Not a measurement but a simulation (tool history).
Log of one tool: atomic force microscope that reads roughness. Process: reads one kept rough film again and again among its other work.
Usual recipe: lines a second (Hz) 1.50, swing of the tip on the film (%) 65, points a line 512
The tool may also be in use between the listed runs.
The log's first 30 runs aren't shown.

| run | hour | lines a second (Hz) | swing of the tip on the film (%) | points a line | pictures with this tip | hours of work since the height scale was calibrated | roughness of the kept film (nm (root mean square)) |
|---|---|---|---|---|---|---|---|
|  | 944.9 | new tip fitted |
| 31 | 945.8 | 1.50 | 65 | 351 | 1 | 1064 | 0.600 |
| 32 | 969.2 | 1.71 | 68 | 406 | 32 | 1077 | 0.582 |
| 33 | 989.7 | 1.25 | 65 | 368 | 59 | 1089 | 0.609 |
| 34 | 1019.3 | 1.96 | 60 | 702 | 99 | 1105 | 0.602 |
| 35 | 1037.2 | 1.96 | 86 | 665 | 123 | 1115 | 0.498 |
| 36 | 1067.0 | 1.50 | 65 | 716 | 162 | 1132 | 0.603 |
| 37 | 1098.9 | 3.73 | 65 | 414 | 205 | 1150 | 0.545 |
|  | 1103.3 | new tip fitted |
| 38 | 1137.2 | 0.92 | 65 | 512 | 45 | 1171 | 0.615 |
| 39 | 1163.2 | 1.50 | 80 | 493 | 80 | 1185 | 0.550 |

What if the next run were any one of these 3? Each begins from the tool's condition after run 39:
| A | 1205.9 | 1.50 | 55 | 493 | 137 | 1209 | ? |
| B | 1205.9 | 1.50 | 85 | 275 | 137 | 1209 | ? |
| C | 1205.9 | 1.50 | 78 | 493 | 137 | 1209 | ? |

| run | roughness of the kept film (nm (root mean square)) |
|---|---|
| A | 0.615 |
| B | 0.527 |
| C | 0.559 |
Stripped of hidden state, with their random variation kept, the same runs would have yielded:
| run | roughness of the kept film (nm (root mean square)) |
|---|---|
| A | 0.616 |
| B | 0.527 |
| C | 0.560 |
